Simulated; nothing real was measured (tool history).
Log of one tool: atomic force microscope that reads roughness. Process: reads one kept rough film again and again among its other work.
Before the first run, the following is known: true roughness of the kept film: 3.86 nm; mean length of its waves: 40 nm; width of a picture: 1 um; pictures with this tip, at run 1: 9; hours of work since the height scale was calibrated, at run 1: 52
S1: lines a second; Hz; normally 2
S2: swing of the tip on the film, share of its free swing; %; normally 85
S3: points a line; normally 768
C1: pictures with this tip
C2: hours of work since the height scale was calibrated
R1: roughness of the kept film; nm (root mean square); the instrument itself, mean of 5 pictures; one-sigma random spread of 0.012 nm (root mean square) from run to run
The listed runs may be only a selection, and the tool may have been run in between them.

Run 1, hour 0: usual settings; C1 9; C2 52. Result: R1 2.829 nm (root mean square).
Run 2, hour 7.1: usual settings; C1 17; C2 56. Result: R1 2.836 nm (root mean square).
Run 3, hour 22.5: usual settings; C1 35; C2 64. Result: R1 2.798 nm (root mean square).
Run 4, hour 37.8: usual settings; C1 53; C2 72. Result: R1 2.792 nm (root mean square).
Run 5, hour 44.4: usual settings; C1 61; C2 76. Result: R1 2.766 nm (root mean square).
Run 6, hour 58.5: usual settings; C1 77; C2 84. Result: R1 2.735 nm (root mean square).
Run 7, hour 66.2: usual settings but S2 77 %; C1 86; C2 88. Result: R1 2.927 nm (root mean square).
Run 8, hour 76.3: usual settings but S2 60 %; C1 98; C2 94. Result: R1 3.185 nm (root mean square).
Run 9, hour 91.9: usual settings but S2 60 %; C1 116; C2 102. Result: R1 3.152 nm (root mean square).
Run 10, hour 102.5: usual settings but S2 60 %; C1 129; C2 108. Result: R1 3.139 nm (root mean square).
Run 11, hour 110.9: usual settings; C1 138; C2 113. Result: R1 2.629 nm (root mean square).
Run 12, hour 127.2: usual settings but S3 421; C1 157; C2 122. Result: R1 2.605 nm (root mean square).
At hour 137.3: new tip fitted.
Run 13, hour 143.3: usual settings but S3 421; C1 7; C2 130. Result: R1 2.842 nm (root mean square).
Run 14, hour 157.9: usual settings but S3 421; C1 24; C2 138. Result: R1 2.789 nm (root mean square).
Run 15, hour 172.6: usual settings but S3 399; C1 41; C2 146. Result: R1 2.772 nm (root mean square).
Run 16, hour 184.9: usual settings; C1 55; C2 153. Result: R1 2.767 nm (root mean square).
Run 17, hour 192.2: usual settings but S3 350; C1 64; C2 157. Result: R1 2.749 nm (root mean square).
Run 18, hour 208.1: usual settings but S3 663; C1 82; C2 166. Result: R1 2.727 nm (root mean square).
At hour 210.2: height scale calibrated on a step standard.
Run 19, hour 220.3: usual settings but S3 663; C1 95; C2 6. Result: R1 2.699 nm (root mean square).
Run 20, hour 236.5: usual settings but S1 1.16 Hz, S3 663; C1 114; C2 14. Result: R1 2.933 nm (root mean square).
Run 21, hour 248.3: usual settings but S1 1.44 Hz; C1 128; C2 21. Result: R1 2.792 nm (root mean square).
Run 22, hour 261.4: usual settings but S1 0.96 Hz, S2 61 %, S3 281; C1 143; C2 28. Result: R1 3.165 nm (root mean square).
Run 23, hour 272.8: usual settings but S1 0.63 Hz, S2 66 %; C1 157; C2 34. Result: R1 3.172 nm (root mean square).
Run 24, hour 281.3: usual settings but S1 0.63 Hz, S2 66 %; C1 166; C2 39. Result: R1 3.188 nm (root mean square).
At hour 283.3: new tip fitted.
At hour 290.2: height scale calibrated on a step standard, once more.
Run 25, hour 294.3: usual settings but S1 0.63 Hz, S2 66 %; C1 12; C2 2. Result: R1 3.441 nm (root mean square).
Run 26, hour 310.2: usual settings but S1 3.49 Hz, S2 56 %; C1 30; C2 11. Result: R1 3.246 nm (root mean square).
Run 27, hour 319.2: usual settings but S1 3.49 Hz, S2 83 %, S3 484; C1 41; C2 16. Result: R1 2.466 nm (root mean square).
Run 28, hour 330.5: usual settings but S1 0.62 Hz, S2 60 %; C1 54; C2 22. Result: R1 3.411 nm (root mean square).
Run 29, hour 337.2: usual settings but S2 77 %, S3 424; C1 62; C2 26. Result: R1 2.938 nm (root mean square).
Run 30, hour 352.1: usual settings but S2 83 %, S3 890; C1 79; C2 34. Result: R1 2.772 nm (root mean square).
Run 31, hour 367.9: usual settings but S1 0.57 Hz, S2 82 %, S3 270; C1 98; C2 43. Result: R1 3.153 nm (root mean square).
Run 32, hour 376.2: usual settings but S1 0.57 Hz, S2 82 %, S3 270; C1 108; C2 47. Result: R1 3.136 nm (root mean square).
Run 33, hour 391.5: usual settings but S1 0.57 Hz, S2 82 %, S3 270; C1 125; C2 56. Result: R1 3.103 nm (root mean square).
Run 34, hour 399.6: usual settings but S1 0.57 Hz, S2 82 %, S3 270; C1 135; C2 60. Result: R1 3.079 nm (root mean square).
Run 35, hour 406.9: usual settings but S1 1.9 Hz, S2 86 %, S3 270; C1 143; C2 64. Result: R1 2.58 nm (root mean square).
Run 36, hour 415.7: usual settings but S1 1.19 Hz, S2 71 %, S3 372; C1 154; C2 69. Result: R1 3.014 nm (root mean square).
At hour 429.1: new tip fitted.
Run 37, hour 430.7: usual settings but S1 2.73 Hz, S2 60 %, S3 630; C1 2; C2 77. Result: R1 3.297 nm (root mean square).
Run 38, hour 440: usual settings but S1 2.09 Hz, S2 87 %, S3 420; C1 12; C2 82. Result: R1 2.723 nm (root mean square).
Run 39, hour 450: usual settings but S3 933; C1 24; C2 88. Result: R1 2.811 nm (root mean square).
Run 40, hour 464.2: usual settings but S3 462; C1 41; C2 95. Result: R1 2.781 nm (root mean square).
Run 41, hour 478.5: usual settings but S3 462; C1 57; C2 103. Result: R1 2.748 nm (root mean square).

Consider 3 possible next runs. They are alternatives, not a sequence: every one starts from the tool as it was left by run 41. What does each give?
Run A, hour 492.5: usual settings but S1 0.77 Hz, S3 874; C1 74; C2 111. Result: R1 ?.
Run B, hour 492.5: usual settings but S1 2.01 Hz, S2 78 %; C1 74; C2 111. Result: R1 ?.
Run C, hour 492.5: usual settings but S1 1.09 Hz, S2 63 %, S3 301; C1 74; C2 111. Result: R1 ?.

run     R1
  A  3.133
  B  2.872
  C  3.265
Had the tool no hidden state, the same runs would have come out as:
run     R1
  A  3.301
  B  3.026
  C  3.439

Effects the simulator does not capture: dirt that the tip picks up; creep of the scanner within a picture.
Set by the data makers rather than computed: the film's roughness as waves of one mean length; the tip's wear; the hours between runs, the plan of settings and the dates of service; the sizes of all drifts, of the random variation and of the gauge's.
